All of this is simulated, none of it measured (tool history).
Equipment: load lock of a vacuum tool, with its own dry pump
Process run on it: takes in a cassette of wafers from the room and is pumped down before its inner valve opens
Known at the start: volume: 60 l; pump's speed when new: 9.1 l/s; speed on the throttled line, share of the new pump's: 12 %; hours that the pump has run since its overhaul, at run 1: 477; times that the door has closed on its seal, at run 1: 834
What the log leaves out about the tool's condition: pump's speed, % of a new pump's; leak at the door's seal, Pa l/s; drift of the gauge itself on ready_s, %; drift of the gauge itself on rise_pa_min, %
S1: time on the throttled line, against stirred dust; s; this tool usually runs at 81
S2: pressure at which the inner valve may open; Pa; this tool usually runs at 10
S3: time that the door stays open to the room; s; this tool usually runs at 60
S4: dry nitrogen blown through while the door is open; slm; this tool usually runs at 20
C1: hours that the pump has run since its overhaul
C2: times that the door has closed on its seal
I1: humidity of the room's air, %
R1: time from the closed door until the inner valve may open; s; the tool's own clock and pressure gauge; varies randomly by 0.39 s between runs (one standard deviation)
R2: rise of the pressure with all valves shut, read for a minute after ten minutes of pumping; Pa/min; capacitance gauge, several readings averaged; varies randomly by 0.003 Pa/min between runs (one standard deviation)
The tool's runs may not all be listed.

run    hour   S1  S2   S3  S4    C1    C2    I1     R1     R2
  1       0   81  10   60  20   477   834  40.6  131.9  0.023
  2    79.4   55  10   60  20   556  1049  43.5  108.8  0.022
  3   217.6   55  10   60  23   695  1423  41.9    109  0.024
  4     323   55  10   60  23   800  1709  40.6    109  0.025
  5   451.4   55  10   60  23   928  2056  46.6  108.9  0.029
  6   583.4  112  10   60  20  1060  2414  46.9  159.1  0.031
  7   684.4   81  19   60  20  1161  2688  45.3  128.2  0.035
  8   813.6   81  10   60  20  1291  3038    45  132.5  0.023
  9   943.1   81  10   60  20  1420  3389  40.6  132.3  0.029
 10  1076.6   81  10   60  20  1554  3750  43.4  132.5  0.031
 11  1152.2   81  10   60  20  1629  3955  45.9  132.2  0.033
 12  1240.1   81  10   60  20  1717  4193  42.7  131.6   0.03
 13  1356.1   81  10   60  20  1833  4508  46.2  131.8  0.039
 14  1458.2   81  10   60  20  1935  4784    46  132.3  0.042
 15    1561   45  10   31  20  2038  5063  43.2  100.5  0.034
 16  1621.6   45  10   31  20  2099  5227  45.4  100.5  0.032
 17  1744.3   45  10   31  20  2221  5559    42  100.8  0.035
 18  1839.8   42  10   31  20  2317  5818  45.7   98.3  0.046
 19  1938.6   81  10   60  33  2416  6086  46.1  132.5  0.043
 20  2026.7  111   9   54   8  2504  6324  45.6  158.7  0.056
 21  2087.5   74  13   46  15  2565  6489  44.7  124.1   0.05
 22    2165   74  13   46  15  2642  6699  42.8  124.3  0.044
 23  2257.5   74  13  190   5  2735  6950  43.9  124.4  0.066
 24  2325.9   81  18   62   7  2803  7135  48.3  129.1  0.056

Measured minus without-hidden-state, run by run (identical run-to-run variation in each term; gauge scatter may differ):
run    R1      R2
  1  -0.3  +0.002
  2  -0.3  +0.003
  3  -0.2  +0.004
  4  -0.1  +0.005
  5  -0.1  +0.005
  6    +0  +0.007
  7    +0  +0.007
  8    +0  +0.009
  9  +0.1   +0.01
 10  +0.1  +0.011
 11  +0.2  +0.011
 12  +0.2  +0.013
 13  +0.2  +0.014
 14  +0.2  +0.014
 15  +0.3  +0.015
 16  +0.3  +0.016
 17  +0.4  +0.018
 18  +0.4  +0.018
 19  +0.4   +0.02
 20  +0.5  +0.021
 21  +0.5  +0.021
 22  +0.6  +0.021
 23  +0.6  +0.023
 24  +0.5  +0.024
